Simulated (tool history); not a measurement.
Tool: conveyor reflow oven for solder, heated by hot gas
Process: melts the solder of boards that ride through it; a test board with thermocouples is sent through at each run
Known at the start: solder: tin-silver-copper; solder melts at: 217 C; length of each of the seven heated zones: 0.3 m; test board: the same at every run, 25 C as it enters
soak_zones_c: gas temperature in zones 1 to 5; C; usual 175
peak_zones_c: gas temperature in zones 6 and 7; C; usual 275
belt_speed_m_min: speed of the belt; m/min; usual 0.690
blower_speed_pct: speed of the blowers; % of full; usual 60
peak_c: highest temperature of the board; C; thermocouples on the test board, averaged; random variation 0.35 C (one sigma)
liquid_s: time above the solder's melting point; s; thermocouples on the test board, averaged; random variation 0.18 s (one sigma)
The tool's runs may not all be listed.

run	hour	soak_zones_c	peak_zones_c	belt_speed_m_min	blower_speed_pct	peak_c	liquid_s
1	0.0	175	275	0.690	60	254.2	40.0
2	20.8	175	275	0.690	60	254.9	39.8
3	63.4	175	275	0.690	60	254.1	39.6
4	97.7	175	275	0.690	60	254.0	39.8
5	136.0	175	275	0.690	60	254.1	39.4
6	153.9	175	275	0.690	60	254.1	39.0
7	186.5	175	275	0.690	60	253.5	39.3
8	225.4	175	275	0.690	60	253.3	38.9
9	255.4	175	275	0.690	60	253.3	39.1
10	274.5	175	275	0.690	60	252.9	39.5
11	304.5	175	275	0.690	60	254.2	39.3
12	342.3	175	275	0.690	60	252.4	39.0
# hour 373.3: thermocouples of zones 6 and 7 changed
13	373.3	175	268	0.690	60	248.7	36.5
14	404.4	175	268	0.690	60	248.3	36.5
15	442.8	172	282	0.690	60	258.9	41.1
16	481.5	172	282	0.690	60	259.7	40.9
17	513.9	172	282	0.690	60	258.7	41.1
18	547.4	172	282	0.690	60	257.9	40.8
# hour 554.8: flux residue cleaned out of gas plates and filters
19	596.1	188	286	0.690	81	272.8	50.4
20	618.8	188	286	0.690	81	273.2	50.3
21	642.7	188	286	0.690	81	273.2	50.2
22	671.7	180	269	0.736	60	249.7	35.9
23	689.8	180	269	0.736	60	249.5	36.1

3 ways to go on from here, each from the tool as it stands after run 23. What would each give?
A	728.8	175	289	0.690	60	?	?
B	728.8	175	275	0.619	50	?	?
C	728.8	183	269	0.678	60	?	?

run	peak_c	liquid_s
A	266.9	45.4
B	255.3	45.3
C	252.5	41.9
Without the tool's hidden state the same runs would have given:
run	peak_c	liquid_s
A	268.0	45.6
B	256.3	45.5
C	253.5	42.2
